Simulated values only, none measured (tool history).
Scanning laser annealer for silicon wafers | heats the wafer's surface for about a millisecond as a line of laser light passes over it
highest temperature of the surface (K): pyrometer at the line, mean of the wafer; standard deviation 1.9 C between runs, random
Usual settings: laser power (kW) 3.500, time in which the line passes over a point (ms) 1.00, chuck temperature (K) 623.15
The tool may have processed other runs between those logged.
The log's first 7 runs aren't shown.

run	day	laser power (kW)	time in which the line passes over a point (ms)	chuck temperature (K)	highest temperature of the surface (K)
8	7.638	3.500	1.10	623.15	1435.15
9	9.000	3.500	1.00	623.15	1394.15
10	9.721	3.500	1.00	623.15	1396.15
# day 10.858: optics aligned, line set to its width
11	11.412	2.990	1.00	623.15	1293.15
12	12.700	2.990	0.76	623.15	1209.15
13	13.696	3.500	0.85	623.15	1339.15
14	14.400	3.500	0.85	623.15	1337.15
15	15.046	3.500	0.85	623.15	1338.15
16	16.117	3.500	1.00	623.15	1398.15
17	16.758	3.500	1.00	623.15	1396.15
18	17.825	3.835	1.15	607.15	1511.15
19	19.096	3.835	1.15	607.15	1511.15
20	20.450	3.611	1.15	631.15	1484.15
21	21.258	3.500	1.05	644.15	1437.15
22	22.208	3.500	1.05	644.15	1437.15
23	23.612	3.500	1.05	644.15	1439.15
24	25.008	3.500	1.04	644.15	1437.15
25	26.454	3.500	1.04	644.15	1435.15
26	27.817	3.500	1.04	644.15	1435.15
27	28.621	3.030	1.04	632.15	1324.15

Run 28 is up next; what results do you expect?
28	30.012	3.030	1.04	632.15	?

{"run 28": {"highest temperature of the surface (K)": 1320.15}}
Had the tool carried no hidden state, the very same run would have given highest temperature of the surface (K) 1321.15.
